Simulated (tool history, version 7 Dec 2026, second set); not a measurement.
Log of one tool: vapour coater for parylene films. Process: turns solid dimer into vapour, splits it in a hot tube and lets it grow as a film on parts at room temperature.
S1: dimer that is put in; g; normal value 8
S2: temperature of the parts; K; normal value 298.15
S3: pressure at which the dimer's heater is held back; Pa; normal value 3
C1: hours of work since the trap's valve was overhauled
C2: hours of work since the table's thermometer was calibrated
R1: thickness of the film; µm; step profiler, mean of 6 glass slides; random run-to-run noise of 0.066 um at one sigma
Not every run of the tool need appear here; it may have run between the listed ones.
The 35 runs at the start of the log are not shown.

run,hour,S1,S2,S3,C1,C2,R1
36,585.3,11,292.15,4.54,33,604,11.9
37,598.9,9,292.15,4.35,43,614,9.71
38,620.1,5,298.15,6.16,59,630,4.15
39,641,5,290.15,9.06,75,646,4.86
40,654.9,9,290.15,3.31,86,656,9.42
41,668.2,6,290.15,2.86,96,667,6.26
42,688.4,4,310.15,3,111,682,2.5
43,702.9,4,310.15,3,122,693,2.5
44,723,13,298.15,5.36,137,708,10.52
45,747,7,303.15,9.25,155,726,4.21
46,758.3,8,298.15,3,164,735,7.14

What if the next run were any one of these 5? Each begins from the tool's condition after run 46:
A,774.3,8,295.15,3,176,747,?
B,774.3,7,298.15,2.65,176,747,?
C,774.3,8,308.15,3,176,747,?
D,774.3,8,293.15,4.67,176,747,?
E,774.3,8,293.15,4.48,176,747,?

run,R1
A,7.65
B,6.28
C,5.07
D,7.58
E,7.68
Without the tool's unlogged condition, the same runs would have read:
run,R1
A,8.59
B,7.06
C,5.69
D,8.52
E,8.63
